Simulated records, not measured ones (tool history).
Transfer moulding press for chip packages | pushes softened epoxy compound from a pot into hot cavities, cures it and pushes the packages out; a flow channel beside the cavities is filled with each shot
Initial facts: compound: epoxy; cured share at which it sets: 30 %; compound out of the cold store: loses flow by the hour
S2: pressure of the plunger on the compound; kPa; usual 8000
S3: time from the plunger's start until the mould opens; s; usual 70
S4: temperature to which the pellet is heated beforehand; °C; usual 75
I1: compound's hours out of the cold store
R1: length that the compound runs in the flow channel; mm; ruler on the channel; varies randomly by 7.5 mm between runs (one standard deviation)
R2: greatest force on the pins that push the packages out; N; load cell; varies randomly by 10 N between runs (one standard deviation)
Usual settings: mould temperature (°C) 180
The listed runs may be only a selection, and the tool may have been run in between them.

run 1 day=0.000 | mould_temperature_(°C)=180 S2=8000 S3=70 S4=75 | I1=34.1 | R1=879 R2=731
-- day=1.296 cavities cleaned with cleaning compound and waxed
run 2 day=1.612 | mould_temperature_(°C)=185 S2=8000 S3=70 S4=75 | I1=37.6 | R1=852 R2=820
-- day=3.438 cavities cleaned with cleaning compound and waxed
run 3 day=3.438 | mould_temperature_(°C)=185 S2=8000 S3=70 S4=75 | I1=16.3 | R1=923 R2=394
-- day=5.542 cavities cleaned with cleaning compound and waxed
run 4 day=7.112 | mould_temperature_(°C)=185 S2=8000 S3=70 S4=75 | I1=12.7 | R1=916 R2=665
-- day=7.675 cavities cleaned with cleaning compound and waxed
-- day=9.883 cavities cleaned with cleaning compound and waxed
run 5 day=10.258 | mould_temperature_(°C)=185 S2=8000 S3=70 S4=75 | I1=31.0 | R1=808 R2=506
-- day=12.071 cavities cleaned with cleaning compound and waxed
run 6 day=13.433 | mould_temperature_(°C)=185 S2=8000 S3=70 S4=75 | I1=13.7 | R1=871 R2=692
-- day=14.175 cavities cleaned with cleaning compound and waxed
run 7 day=15.054 | mould_temperature_(°C)=185 S2=8000 S3=70 S4=75 | I1=25.8 | R1=805 R2=601
-- day=16.354 cavities cleaned with cleaning compound and waxed
-- day=17.646 plunger's sealing rings changed
-- day=18.675 cavities cleaned with cleaning compound and waxed
run 8 day=18.675 | mould_temperature_(°C)=183 S2=8000 S3=70 S4=75 | I1=23.9 | R1=907 R2=436
-- day=20.725 cavities cleaned with cleaning compound and waxed
run 9 day=20.725 | mould_temperature_(°C)=180 S2=8000 S3=66 S4=75 | I1=44.9 | R1=841 R2=500
-- day=21.079 cavities cleaned with cleaning compound and waxed, once more
-- day=23.221 cavities cleaned with cleaning compound and waxed
run 10 day=23.954 | mould_temperature_(°C)=180 S2=8000 S3=66 S4=75 | I1=15.5 | R1=916 R2=822
-- day=25.367 cavities cleaned with cleaning compound and waxed
run 11 day=25.792 | mould_temperature_(°C)=180 S2=8000 S3=66 S4=75 | I1=19.4 | R1=905 R2=743
-- day=27.454 cavities cleaned with cleaning compound and waxed
-- day=29.554 cavities cleaned with cleaning compound and waxed
run 12 day=29.683 | mould_temperature_(°C)=180 S2=8000 S3=66 S4=75 | I1=27.4 | R1=839 R2=574
run 13 day=31.450 | mould_temperature_(°C)=180 S2=8000 S3=66 S4=75 | I1=36.9 | R1=790 R2=1024
-- day=31.729 cavities cleaned with cleaning compound and waxed
-- day=33.925 cavities cleaned with cleaning compound and waxed
run 14 day=34.200 | mould_temperature_(°C)=180 S2=6280 S3=104 S4=75 | I1=46.7 | R1=659 R2=451
-- day=35.246 plunger's sealing rings changed
-- day=36.288 cavities cleaned with cleaning compound and waxed
-- day=36.829 mould's thermocouples calibrated
run 15 day=36.829 | mould_temperature_(°C)=181 S2=8230 S3=75 S4=72 | I1=27.9 | R1=933 R2=571
-- day=38.558 cavities cleaned with cleaning compound and waxed
run 16 day=40.300 | mould_temperature_(°C)=182 S2=7300 S3=75 S4=72 | I1=32.2 | R1=810 R2=742
-- day=40.829 cavities cleaned with cleaning compound and waxed
-- day=43.183 cavities cleaned with cleaning compound and waxed
run 17 day=43.350 | mould_temperature_(°C)=184 S2=8380 S3=75 S4=72 | I1=46.6 | R1=808 R2=436
-- day=45.346 cavities cleaned with cleaning compound and waxed
run 18 day=47.038 | mould_temperature_(°C)=184 S2=8380 S3=75 S4=72 | I1=9.1 | R1=908 R2=712
-- day=47.417 cavities cleaned with cleaning compound and waxed
-- day=49.554 cavities cleaned with cleaning compound and waxed
run 19 day=49.554 | mould_temperature_(°C)=184 S2=8380 S3=75 S4=72 | I1=43.0 | R1=772 R2=389
-- day=51.750 cavities cleaned with cleaning compound and waxed
-- day=53.012 plunger's sealing rings changed
run 20 day=53.075 | mould_temperature_(°C)=180 S2=7780 S3=61 S4=75 | I1=42.0 | R1=836 R2=1056
-- day=53.975 cavities cleaned with cleaning compound and waxed
run 21 day=54.946 | mould_temperature_(°C)=177 S2=8810 S3=55 S4=68 | I1=32.4 | R1=943 R2=1703
-- day=56.100 cavities cleaned with cleaning compound and waxed
-- day=58.158 cavities cleaned with cleaning compound and waxed
run 22 day=58.550 | mould_temperature_(°C)=179 S2=8810 S3=55 S4=68 | I1=47.8 | R1=841 R2=1256

Run 23 has not been measured yet. What should we expect?
-- day=60.346 cavities cleaned with cleaning compound and waxed
run 23 day=62.175 | mould_temperature_(°C)=183 S2=7190 S3=84 S4=73 | I1=44.7 | R1=? R2=?

Run 23 came out at R1 738 mm, R2 702 N.
If the tool had no hidden condition, the same run with the same run-to-run variation would have returned R1 793 mm, R2 370 N.
